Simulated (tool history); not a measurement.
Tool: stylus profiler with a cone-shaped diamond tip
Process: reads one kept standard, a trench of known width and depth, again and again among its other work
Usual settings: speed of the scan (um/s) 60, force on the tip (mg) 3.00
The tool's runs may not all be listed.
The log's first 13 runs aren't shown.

run	day	speed of the scan (um/s)	force on the tip (mg)	depth of the trench (angstrom)	width of the trench's floor (µm)
14	27.604	60	3.00	1005.1	28.34
15	28.946	60	3.00	1006.7	28.36
16	30.575	60	3.00	1006.3	28.40
17	32.454	60	3.00	1006.2	28.34
18	34.725	206	1.26	1002.7	27.40
19	37.421	206	1.26	1001.5	27.36
20	38.792	206	1.26	1003.9	27.32
21	40.867	47	5.42	1009.9	28.33
22	43.346	187	1.35	1002.2	27.45
23	44.804	15	3.00	1004.4	28.35
24	47.567	15	3.00	1003.3	28.35
25	49.988	60	1.93	1006.5	28.12
26	52.854	60	1.93	1004.1	28.07
27	55.483	60	1.93	1003.4	28.09
28	58.729	60	1.93	1003.7	28.03
29	61.983	60	7.41	1010.2	28.13
30	64.367	60	7.41	1011.0	28.05
31	65.967	60	7.41	1009.6	28.04
32	68.429	34	8.20	1012.8	28.12

Forecast each of these 3 alternatives for the next run:
A	70.133	16	4.83	?	?
B	70.133	34	1.16	?	?
C	70.133	60	7.98	?	?

run	depth of the trench (angstrom)	width of the trench's floor (µm)
A	1007.0	28.15
B	1001.2	27.98
C	1012.1	28.03
Without the tool's hidden state the same runs would have given:
run	depth of the trench (angstrom)	width of the trench's floor (µm)
A	1009.3	28.71
B	1003.4	28.54
C	1014.4	28.59
